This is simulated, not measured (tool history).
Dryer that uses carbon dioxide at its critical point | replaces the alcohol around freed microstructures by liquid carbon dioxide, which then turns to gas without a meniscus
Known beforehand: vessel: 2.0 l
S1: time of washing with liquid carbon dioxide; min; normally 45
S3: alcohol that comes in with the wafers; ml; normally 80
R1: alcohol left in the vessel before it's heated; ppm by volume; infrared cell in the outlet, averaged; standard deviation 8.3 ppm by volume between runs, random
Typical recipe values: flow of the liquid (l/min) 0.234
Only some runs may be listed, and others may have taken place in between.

run 1 hour=0.0 | S1=45 flow_of_the_liquid_(l/min)=0.234 S3=80 | R1=772
run 2 hour=28.1 | S1=45 flow_of_the_liquid_(l/min)=0.234 S3=80 | R1=772
run 3 hour=67.1 | S1=45 flow_of_the_liquid_(l/min)=0.146 S3=80 | R1=3080
run 4 hour=117.8 | S1=45 flow_of_the_liquid_(l/min)=0.146 S3=80 | R1=3140
run 5 hour=156.7 | S1=45 flow_of_the_liquid_(l/min)=0.146 S3=80 | R1=3131
run 6 hour=193.0 | S1=45 flow_of_the_liquid_(l/min)=0.234 S3=32 | R1=482
run 7 hour=234.6 | S1=45 flow_of_the_liquid_(l/min)=0.234 S3=32 | R1=500
run 8 hour=263.0 | S1=45 flow_of_the_liquid_(l/min)=0.234 S3=32 | R1=508
-- hour=298.3 purifier's bed changed
run 9 hour=333.1 | S1=45 flow_of_the_liquid_(l/min)=0.144 S3=80 | R1=3314
-- hour=368.3 inlet filter changed
run 10 hour=387.6 | S1=45 flow_of_the_liquid_(l/min)=0.144 S3=80 | R1=2502
run 11 hour=451.5 | S1=45 flow_of_the_liquid_(l/min)=0.144 S3=80 | R1=2520
run 12 hour=487.4 | S1=45 flow_of_the_liquid_(l/min)=0.144 S3=23 | R1=769
run 13 hour=523.7 | S1=66 flow_of_the_liquid_(l/min)=0.190 S3=80 | R1=271
run 14 hour=571.4 | S1=66 flow_of_the_liquid_(l/min)=0.190 S3=80 | R1=297
run 15 hour=617.6 | S1=66 flow_of_the_liquid_(l/min)=0.190 S3=80 | R1=308
run 16 hour=673.3 | S1=66 flow_of_the_liquid_(l/min)=0.190 S3=80 | R1=346
run 17 hour=714.6 | S1=33 flow_of_the_liquid_(l/min)=0.242 S3=80 | R1=1658
run 18 hour=755.9 | S1=33 flow_of_the_liquid_(l/min)=0.175 S3=99 | R1=4717
run 19 hour=823.4 | S1=33 flow_of_the_liquid_(l/min)=0.175 S3=99 | R1=4987
run 20 hour=872.4 | S1=36 flow_of_the_liquid_(l/min)=0.364 S3=33 | R1=261
run 21 hour=926.1 | S1=30 flow_of_the_liquid_(l/min)=0.152 S3=37 | R1=3128
run 22 hour=970.4 | S1=72 flow_of_the_liquid_(l/min)=0.234 S3=80 | R1=253
run 23 hour=1021.2 | S1=72 flow_of_the_liquid_(l/min)=0.234 S3=80 | R1=271
run 24 hour=1084.7 | S1=46 flow_of_the_liquid_(l/min)=0.174 S3=71 | R1=1827

Consider 4 possible next runs. They are alternatives, not a sequence: every one starts from the tool as it was left by run 24. What does each give?
-- hour=1140.4 purifier's bed changed
run A hour=1143.2 | S1=49 flow_of_the_liquid_(l/min)=0.261 S3=23 | R1=?
-- hour=1140.4 purifier's bed changed
run B hour=1143.2 | S1=35 flow_of_the_liquid_(l/min)=0.174 S3=107 | R1=?
-- hour=1140.4 purifier's bed changed
run C hour=1143.2 | S1=45 flow_of_the_liquid_(l/min)=0.255 S3=30 | R1=?
-- hour=1140.4 purifier's bed changed
run D hour=1143.2 | S1=37 flow_of_the_liquid_(l/min)=0.174 S3=72 | R1=?

run=A R1=90
run=B R1=5045
run=C R1=205
run=D R1=3054
With no hidden state in the tool, these same runs would have given:
run=A R1=50
run=B R1=3796
run=C R1=125
run=D R1=2260
